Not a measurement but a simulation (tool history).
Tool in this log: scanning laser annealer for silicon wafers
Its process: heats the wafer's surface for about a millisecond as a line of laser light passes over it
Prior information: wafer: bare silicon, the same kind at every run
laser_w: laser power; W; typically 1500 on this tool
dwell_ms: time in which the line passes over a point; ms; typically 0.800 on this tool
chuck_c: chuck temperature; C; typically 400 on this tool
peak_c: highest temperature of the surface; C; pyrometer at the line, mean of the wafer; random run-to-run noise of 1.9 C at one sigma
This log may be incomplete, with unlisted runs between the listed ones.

run,hour,laser_w,dwell_ms,chuck_c,peak_c
1,0.0,1500,0.800,400,1197
2,19.2,1624,0.800,400,1278
3,37.7,1500,0.800,400,1191
4,50.5,1500,0.800,400,1200
5,69.8,1500,0.800,400,1196
6,93.8,1500,0.685,400,1139
7,106.6,1500,0.595,400,1097
8,124.0,1500,0.595,400,1096
9,136.4,1500,0.800,400,1194
10,147.3,1500,0.800,400,1193
11,159.9,1500,0.800,400,1190
12,183.7,1500,0.800,400,1191
13,198.8,1382,0.800,400,1114
14,211.1,1382,0.800,400,1112
15,227.5,1500,0.785,400,1180
16,242.2,1500,0.800,400,1189
17,259.2,1500,0.800,400,1193
18,281.6,1500,0.800,400,1186
19,302.2,1500,0.800,400,1189
20,319.5,1500,0.800,400,1185
21,336.9,1627,0.615,401,1176
22,358.5,1629,0.800,409,1281
23,380.8,1629,0.800,409,1275
24,397.0,1615,0.645,427,1205

What does the tool deliver on the next run?
25,414.2,1572,0.809,374,?

peak_c: 1212 C
Minus the tool's unlogged condition, the same run would have read peak_c 1263 C.

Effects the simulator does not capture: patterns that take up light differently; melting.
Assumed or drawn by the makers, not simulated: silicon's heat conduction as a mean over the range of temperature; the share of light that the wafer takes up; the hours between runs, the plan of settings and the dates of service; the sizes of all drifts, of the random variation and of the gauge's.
